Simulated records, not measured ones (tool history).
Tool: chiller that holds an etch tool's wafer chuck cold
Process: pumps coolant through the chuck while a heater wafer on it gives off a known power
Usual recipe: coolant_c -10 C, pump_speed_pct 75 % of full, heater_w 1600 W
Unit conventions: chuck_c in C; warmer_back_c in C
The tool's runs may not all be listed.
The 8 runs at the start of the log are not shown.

run 9 day=17.017 | coolant_c=-10 pump_speed_pct=85 heater_w=1600 | chuck_c=1.8 warmer_back_c=6.26
run 10 day=19.067 | coolant_c=-10 pump_speed_pct=75 heater_w=1600 | chuck_c=2.8 warmer_back_c=7.06
run 11 day=20.992 | coolant_c=-10 pump_speed_pct=75 heater_w=1600 | chuck_c=2.9 warmer_back_c=7.04
run 12 day=22.479 | coolant_c=-11 pump_speed_pct=75 heater_w=1600 | chuck_c=2.1 warmer_back_c=7.07
run 13 day=24.712 | coolant_c=-10 pump_speed_pct=93 heater_w=1600 | chuck_c=1.3 warmer_back_c=5.78
run 14 day=26.096 | coolant_c=-10 pump_speed_pct=87 heater_w=1600 | chuck_c=1.6 warmer_back_c=6.1
run 15 day=27.425 | coolant_c=-10 pump_speed_pct=87 heater_w=1600 | chuck_c=1.9 warmer_back_c=6.13
run 16 day=29.154 | coolant_c=-9 pump_speed_pct=75 heater_w=1600 | chuck_c=4.1 warmer_back_c=7.09
run 17 day=30.45 | coolant_c=-9 pump_speed_pct=75 heater_w=1600 | chuck_c=4 warmer_back_c=7.03
run 18 day=33.462 | coolant_c=-18 pump_speed_pct=75 heater_w=938 | chuck_c=-10.5 warmer_back_c=4.1
run 19 day=35.721 | coolant_c=-18 pump_speed_pct=75 heater_w=938 | chuck_c=-10.3 warmer_back_c=4.17
run 20 day=37.717 | coolant_c=-17 pump_speed_pct=75 heater_w=976 | chuck_c=-9.1 warmer_back_c=4.34
run 21 day=39.458 | coolant_c=-3 pump_speed_pct=75 heater_w=844 | chuck_c=3.8 warmer_back_c=3.7
run 22 day=40.962 | coolant_c=-3 pump_speed_pct=71 heater_w=1417 | chuck_c=9.2 warmer_back_c=6.6
run 23 day=42.571 | coolant_c=-3 pump_speed_pct=71 heater_w=1417 | chuck_c=9.1 warmer_back_c=6.69
run 24 day=44.762 | coolant_c=-3 pump_speed_pct=71 heater_w=1417 | chuck_c=9.1 warmer_back_c=6.56
run 25 day=47.896 | coolant_c=-12 pump_speed_pct=71 heater_w=1417 | chuck_c=-0.3 warmer_back_c=6.64
run 26 day=49.888 | coolant_c=-8 pump_speed_pct=71 heater_w=2240 | chuck_c=11.1 warmer_back_c=10.57
run 27 day=51.646 | coolant_c=-8 pump_speed_pct=71 heater_w=2240 | chuck_c=11.3 warmer_back_c=10.53
run 28 day=53.867 | coolant_c=-10 pump_speed_pct=90 heater_w=1384 | chuck_c=0 warmer_back_c=5.1
run 29 day=55.858 | coolant_c=-10 pump_speed_pct=90 heater_w=1384 | chuck_c=-0.1 warmer_back_c=5.17
run 30 day=58.871 | coolant_c=-9 pump_speed_pct=75 heater_w=1805 | chuck_c=5.7 warmer_back_c=8.09
run 31 day=61.092 | coolant_c=-9 pump_speed_pct=75 heater_w=1805 | chuck_c=5.9 warmer_back_c=8.08

Each row is a separate what-if for the run after 31, all from the same tool condition, not one after another. Results?
run A day=62.788 | coolant_c=-11 pump_speed_pct=75 heater_w=2278 | chuck_c=? warmer_back_c=?
run B day=62.788 | coolant_c=-1 pump_speed_pct=96 heater_w=2120 | chuck_c=? warmer_back_c=?
run C day=62.788 | coolant_c=-15 pump_speed_pct=60 heater_w=938 | chuck_c=? warmer_back_c=?
run D day=62.788 | coolant_c=-10 pump_speed_pct=75 heater_w=1952 | chuck_c=? warmer_back_c=?

run=A chuck_c=7.9 warmer_back_c=10.15
run=B chuck_c=13.8 warmer_back_c=7.44
run=C chuck_c=-6 warmer_back_c=5.2
run=D chuck_c=6.2 warmer_back_c=8.7
Stripped of hidden state, with their random variation kept, the same runs would have yielded:
run=A chuck_c=6.8 warmer_back_c=9.84
run=B chuck_c=13 warmer_back_c=7.21
run=C chuck_c=-6.4 warmer_back_c=5.04
run=D chuck_c=5.4 warmer_back_c=8.44

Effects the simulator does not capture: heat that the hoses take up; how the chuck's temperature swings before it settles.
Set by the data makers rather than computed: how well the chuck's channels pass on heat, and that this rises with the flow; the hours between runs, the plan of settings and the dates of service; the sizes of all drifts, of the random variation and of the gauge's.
